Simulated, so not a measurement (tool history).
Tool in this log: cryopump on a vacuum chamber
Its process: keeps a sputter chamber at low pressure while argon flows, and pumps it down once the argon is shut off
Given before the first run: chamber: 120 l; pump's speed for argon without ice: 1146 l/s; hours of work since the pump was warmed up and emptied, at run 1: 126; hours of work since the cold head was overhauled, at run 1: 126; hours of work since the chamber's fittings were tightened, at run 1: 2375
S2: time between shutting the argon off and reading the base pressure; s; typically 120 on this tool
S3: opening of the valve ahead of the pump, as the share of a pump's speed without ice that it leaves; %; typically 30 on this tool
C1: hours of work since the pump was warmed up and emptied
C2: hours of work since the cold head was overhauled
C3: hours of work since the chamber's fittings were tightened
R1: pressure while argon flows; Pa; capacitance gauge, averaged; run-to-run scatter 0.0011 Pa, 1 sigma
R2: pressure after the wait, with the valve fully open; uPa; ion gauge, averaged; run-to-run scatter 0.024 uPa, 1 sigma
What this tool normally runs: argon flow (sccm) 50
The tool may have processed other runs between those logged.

Run 1, hour 0: usual settings; C1 126; C2 126; C3 2375. Result: R1 0.2519 Pa, R2 2.12 uPa.
Run 2, hour 15.8: usual settings but argon flow (sccm) 51; C1 139; C2 139; C3 2387. Result: R1 0.2582 Pa, R2 2.17 uPa.
Run 3, hour 30.8: usual settings; C1 151; C2 151; C3 2400. Result: R1 0.2523 Pa, R2 2.19 uPa.
Run 4, hour 45.4: usual settings; C1 163; C2 163; C3 2411. Result: R1 0.2516 Pa, R2 2.21 uPa.
Run 5, hour 53.4: usual settings; C1 169; C2 169; C3 2418. Result: R1 0.2546 Pa, R2 2.13 uPa.
Run 6, hour 66.4: usual settings but S3 24 %; C1 180; C2 180; C3 2428. Result: R1 0.315 Pa, R2 2.16 uPa.
Run 7, hour 73.8: usual settings but S3 24 %; C1 186; C2 186; C3 2434. Result: R1 0.3174 Pa, R2 2.24 uPa.
Run 8, hour 81.5: usual settings but S2 255 s, S3 24 %; C1 192; C2 192; C3 2440. Result: R1 0.3167 Pa, R2 1.91 uPa.
Run 9, hour 93.3: usual settings but S2 255 s, S3 24 %; C1 201; C2 201; C3 2450. Result: R1 0.3173 Pa, R2 1.93 uPa.
Run 10, hour 100.8: usual settings but S2 255 s, S3 24 %; C1 207; C2 207; C3 2456. Result: R1 0.3164 Pa, R2 1.97 uPa.
Run 11, hour 112.3: usual settings but S3 22 %; C1 217; C2 217; C3 2465. Result: R1 0.3465 Pa, R2 2.33 uPa.
Run 12, hour 121: usual settings; C1 224; C2 224; C3 2472. Result: R1 0.2576 Pa, R2 2.25 uPa.
Run 13, hour 131.7: usual settings; C1 232; C2 232; C3 2481. Result: R1 0.2588 Pa, R2 2.26 uPa.
Run 14, hour 148: usual settings but S3 34 %; C1 245; C2 245; C3 2494. Result: R1 0.2283 Pa, R2 2.27 uPa.
Run 15, hour 163.4: usual settings but S2 99 s; C1 258; C2 258; C3 2506. Result: R1 0.2594 Pa, R2 2.46 uPa.
Run 16, hour 173.1: usual settings but S2 99 s; C1 266; C2 266; C3 2514. Result: R1 0.2597 Pa, R2 2.5 uPa.
Run 17, hour 180.6: usual settings but S3 57 %; C1 272; C2 272; C3 2520. Result: R1 0.1423 Pa, R2 2.33 uPa.
Run 18, hour 188.6: usual settings but S3 57 %; C1 278; C2 278; C3 2527. Result: R1 0.1427 Pa, R2 2.35 uPa.
Run 19, hour 202.7: usual settings but argon flow (sccm) 70, S2 221 s, S3 57 %; C1 290; C2 290; C3 2538. Result: R1 0.2025 Pa, R2 2.08 uPa.
Run 20, hour 218.7: usual settings but argon flow (sccm) 70, S2 221 s, S3 57 %; C1 302; C2 302; C3 2551. Result: R1 0.2046 Pa, R2 2.11 uPa.
At hour 231.2: pump warmed up, emptied and cooled again.
Run 21, hour 237.6: usual settings but argon flow (sccm) 44, S2 274 s, S3 38 %; C1 5; C2 314; C3 2562. Result: R1 0.1714 Pa, R2 1.84 uPa.
Run 22, hour 253.2: usual settings but argon flow (sccm) 24, S2 31 s, S3 38 %; C1 18; C2 326; C3 2575. Result: R1 0.0942 Pa, R2 3.94 uPa.
Run 23, hour 268.8: usual settings but argon flow (sccm) 24, S2 31 s, S3 38 %; C1 30; C2 339; C3 2587. Result: R1 0.0922 Pa, R2 3.84 uPa.
Run 24, hour 283.4: usual settings but S2 56 s, S3 22 %; C1 42; C2 351; C3 2599. Result: R1 0.3385 Pa, R2 2.95 uPa.
Run 25, hour 293.7: usual settings but S2 56 s, S3 22 %; C1 50; C2 359; C3 2608. Result: R1 0.3385 Pa, R2 2.89 uPa.
Run 26, hour 304.8: usual settings but argon flow (sccm) 30, S2 56 s, S3 23 %; C1 59; C2 368; C3 2617. Result: R1 0.193 Pa, R2 2.89 uPa.
Run 27, hour 317.7: usual settings but argon flow (sccm) 30, S2 195 s, S3 29 %; C1 70; C2 378; C3 2627. Result: R1 0.1531 Pa, R2 1.98 uPa.
Run 28, hour 326.6: usual settings but argon flow (sccm) 71, S2 112 s, S3 34 %; C1 77; C2 385; C3 2634. Result: R1 0.316 Pa, R2 2.3 uPa.
Run 29, hour 333.4: usual settings but argon flow (sccm) 47, S2 22 s, S3 22 %; C1 82; C2 391; C3 2640. Result: R1 0.3193 Pa, R2 5.11 uPa.
Run 30, hour 347.9: usual settings but argon flow (sccm) 46, S2 294 s, S3 56 %; C1 94; C2 403; C3 2651. Result: R1 0.1258 Pa, R2 1.8 uPa.
Run 31, hour 359.2: usual settings but S3 20 %; C1 103; C2 412; C3 2660. Result: R1 0.3772 Pa, R2 2.32 uPa.
Run 32, hour 368.2: usual settings but S3 20 %; C1 110; C2 419; C3 2668. Result: R1 0.3768 Pa, R2 2.27 uPa.
Run 33, hour 379.6: usual settings but S2 170 s, S3 35 %; C1 120; C2 428; C3 2677. Result: R1 0.2168 Pa, R2 2.07 uPa.
Run 34, hour 387.6: usual settings but argon flow (sccm) 74, S2 24 s, S3 48 %; C1 126; C2 435; C3 2683. Result: R1 0.2378 Pa, R2 4.81 uPa.

Run by run, hidden condition taken away, random variation retained:
Hidden state at play: pump's speed, % of a pump's without ice; cold plate's temperature, K; leak into the chamber, uPa l/s; drift of the gauge itself on working_pa, %; drift of the gauge itself on base_upa, %.
run      R1    R2
  1   0.246  0.87
  2  0.2515  0.91
  3  0.2451  0.89
  4  0.2438   0.9
  5  0.2465  0.86
  6  0.3063  0.86
  7  0.3083   0.9
  8  0.3073  0.54
  9  0.3074  0.59
 10  0.3062  0.55
 11  0.3358  0.92
 12  0.2465  0.86
 13  0.2471  0.88
 14  0.2158  0.88
 15  0.2461  1.01
 16  0.2459  1.03
 17  0.1282  0.87
 18  0.1283  0.89
 19  0.1813  0.58
 20   0.182  0.61
 21  0.1707  0.58
 22  0.0936  2.69
 23  0.0913  2.62
 24  0.3362  1.64
 25  0.3359   1.6
 26  0.1912  1.59
 27   0.151  0.68
 28  0.3105  0.95
 29  0.3154  3.76
 30  0.1215  0.48
 31   0.372  0.92
 32  0.3712   0.9
 33  0.2107   0.7
 34  0.2283   3.4
